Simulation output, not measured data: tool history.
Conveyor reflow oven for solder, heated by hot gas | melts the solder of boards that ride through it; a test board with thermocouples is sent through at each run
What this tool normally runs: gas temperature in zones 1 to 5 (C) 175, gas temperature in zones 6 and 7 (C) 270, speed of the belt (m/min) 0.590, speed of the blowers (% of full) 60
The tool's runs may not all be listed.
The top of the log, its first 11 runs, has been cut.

run    day  gas temperature in zones 1 to 5 (C)  gas temperature in zones 6 and 7 (C)  speed of the belt (m/min)  speed of the blowers (% of full)  highest temperature of the board (C)  time above the solder's melting point (s)
 12  4.975                                  175                                   270                      0.590                                60                                 252.7                                      61.65
 13  5.354                                  175                                   270                      0.590                                60                                 253.1                                      61.47
 14  5.700                                  175                                   270                      0.512                                60                                 257.4                                      75.72
 15  6.317                                  175                                   270                      0.512                                60                                 257.1                                      75.77
 16  6.692                                  175                                   270                      0.512                                82                                 260.2                                      78.99
 17  7.025                                  185                                   270                      0.512                                62                                 259.0                                      81.84
 18  7.396                                  166                                   270                      0.507                                71                                 258.5                                      74.39
 19  7.658                                  167                                   261                      0.521                                81                                 250.7                                      67.64

Run 20 is up next; what results do you expect?
 20  8.088                                  166                                   261                      0.596                                81                                     ?                                          ?

{"run 20": {"highest temperature of the board (C)": 246.8, "time above the solder's melting point (s)": 54.47}}
With the hidden condition absent and the run-to-run variation left alone, this run would have shown highest temperature of the board (C) 247.9, time above the solder's melting point (s) 55.35.
